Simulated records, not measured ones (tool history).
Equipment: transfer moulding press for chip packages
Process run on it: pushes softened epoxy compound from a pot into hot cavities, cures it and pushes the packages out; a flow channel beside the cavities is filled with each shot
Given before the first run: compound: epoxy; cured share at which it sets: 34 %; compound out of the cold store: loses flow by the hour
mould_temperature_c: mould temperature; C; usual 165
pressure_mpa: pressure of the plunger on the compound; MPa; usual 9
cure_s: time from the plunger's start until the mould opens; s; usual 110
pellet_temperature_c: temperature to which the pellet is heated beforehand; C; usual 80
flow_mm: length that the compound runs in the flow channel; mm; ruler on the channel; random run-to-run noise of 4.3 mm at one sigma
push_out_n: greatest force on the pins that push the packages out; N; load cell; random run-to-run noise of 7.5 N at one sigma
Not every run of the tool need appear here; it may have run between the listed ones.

run	hour	mould_temperature_c	pressure_mpa	cure_s	pellet_temperature_c	incoming compound's hours out of the cold store	flow_mm	push_out_n
1	0	165	9	110	80	42	436	471
# hour 21.9: cavities cleaned with cleaning compound and waxed
2	21.9	167	9	110	80	18.2	479	558
# hour 34.4: plunger's sealing rings changed
3	52.4	165	9	110	80	24.8	515	584
# hour 84: cavities cleaned with cleaning compound and waxed
4	84	165	9	110	80	46.5	463	319
# hour 107.4: cavities cleaned with cleaning compound and waxed, once more
5	113.1	165	9	110	80	24.3	519	387
6	132.6	165	9	110	80	18.6	530	465
7	150.2	165	9	110	80	30.7	488	480
# hour 166.6: cavities cleaned with cleaning compound and waxed
8	175.2	165	9	110	80	39.7	472	399
9	194.6	165	9	134	80	40.5	474	412
# hour 226.7: cavities cleaned with cleaning compound and waxed
10	234.1	165	9	134	80	43.1	456	330
11	254.9	165	9	134	80	16.7	517	408
# hour 286: cavities cleaned with cleaning compound and waxed
12	287.1	165	9	95	80	28.7	484	460
13	310.3	165	9	95	80	27.2	485	584
# hour 330.4: mould's thermocouples calibrated
14	339.2	165	9	110	80	23.1	491	477
# hour 347.6: cavities cleaned with cleaning compound and waxed
15	371.9	165	9	110	80	35.4	466	421
16	400.9	165	9	119	80	30.3	468	445
# hour 407: cavities cleaned with cleaning compound and waxed
17	420.2	167	7.74	110	80	8.3	474	376
18	441.4	163	7.74	128	77	17.2	458	422
# hour 467: cavities cleaned with cleaning compound and waxed
19	469.3	163	7.74	128	77	36.1	411	316
20	491	163	6.97	128	77	43.4	378	397
21	511.9	172	10.71	128	77	17.4	509	425
# hour 519.8: plunger's sealing rings changed
# hour 531.3: cavities cleaned with cleaning compound and waxed
22	548.9	172	10.71	128	77	15.9	566	363
23	586.5	172	10.71	92	76	16.2	558	482
# hour 590.8: cavities cleaned with cleaning compound and waxed
24	612.1	172	10.71	92	76	22.5	543	411
25	643.6	172	10.71	92	76	19.1	543	469
# hour 650.1: cavities cleaned with cleaning compound and waxed
26	674.2	165	9.3	94	80	45.7	458	530
27	690	165	9.15	121	72	37.4	473	424
# hour 712.2: cavities cleaned with cleaning compound and waxed
28	714.8	158	7.29	143	79	31.1	442	339

Below are 3 alternative next runs, each starting from the tool's condition after run 28. Predict each:
A	736.3	158	7.49	144	79	20.2	?	?
B	736.3	166	7.78	143	77	22.2	?	?
C	736.3	164	9.03	143	89	30.1	?	?

run	flow_mm	push_out_n
A	472	422
B	459	387
C	487	387
Without the tool's unlogged condition, the same runs would have read:
run	flow_mm	push_out_n
A	494	302
B	481	286
C	509	287
